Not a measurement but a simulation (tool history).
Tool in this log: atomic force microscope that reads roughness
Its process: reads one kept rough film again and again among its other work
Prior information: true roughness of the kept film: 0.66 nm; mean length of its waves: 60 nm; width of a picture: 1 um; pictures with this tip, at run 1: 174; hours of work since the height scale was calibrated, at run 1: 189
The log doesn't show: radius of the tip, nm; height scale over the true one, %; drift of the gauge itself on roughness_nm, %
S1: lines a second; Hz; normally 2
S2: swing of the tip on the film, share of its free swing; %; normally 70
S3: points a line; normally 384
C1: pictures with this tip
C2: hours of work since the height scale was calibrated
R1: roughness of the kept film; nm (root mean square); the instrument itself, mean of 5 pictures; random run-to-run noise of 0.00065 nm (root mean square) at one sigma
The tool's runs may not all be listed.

run	day	S1	S2	S3	C1	C2	R1
1	0	2	70	384	174	189	0.5873
2	0.438	2	73	384	193	195	0.5753
3	0.888	2	65	384	213	201	0.6009
# day 1.021: new tip fitted
4	1.342	2	65	384	13	207	0.6045
5	1.654	2	65	384	27	211	0.6035
6	1.875	2	70	384	37	214	0.588
7	2.333	2	70	384	57	220	0.5882
8	2.554	2	70	384	66	223	0.5878
9	2.833	2	78	384	78	227	0.5578
# day 2.917: height scale calibrated on a step standard
10	3.108	2	78	384	89	3	0.557
11	3.538	2	78	384	107	8	0.556
12	3.758	2	78	384	117	11	0.5571
13	4.158	2	78	384	134	17	0.5554
# day 4.254: height scale calibrated on a step standard, once more
14	4.512	2	78	384	148	3	0.5582
15	4.758	2	78	384	159	7	0.5564
16	5.221	2	85	928	179	13	0.526
17	5.425	2	58	384	188	16	0.6202
18	5.75	2	80	405	202	20	0.5498
19	5.954	0.74	80	355	211	23	0.6083

Some steps in R1, run to run, broken into two amounts with sign: the step expected even without the hidden condition (settings, incoming material, random variation), and the rest, left for the hidden condition together with whatever gauge scatter is not in both the measured and the hidden-condition-free result:
Run 3 -> 4: new tip fitted. R1 +0.0036 nm (root mean square): hidden state +0.0025, all else +0.0011.
Run 16 -> 17: S2 85 -> 58, S3 928 -> 384. R1 +0.0942 nm (root mean square): hidden state -0.0008, all else +0.095.

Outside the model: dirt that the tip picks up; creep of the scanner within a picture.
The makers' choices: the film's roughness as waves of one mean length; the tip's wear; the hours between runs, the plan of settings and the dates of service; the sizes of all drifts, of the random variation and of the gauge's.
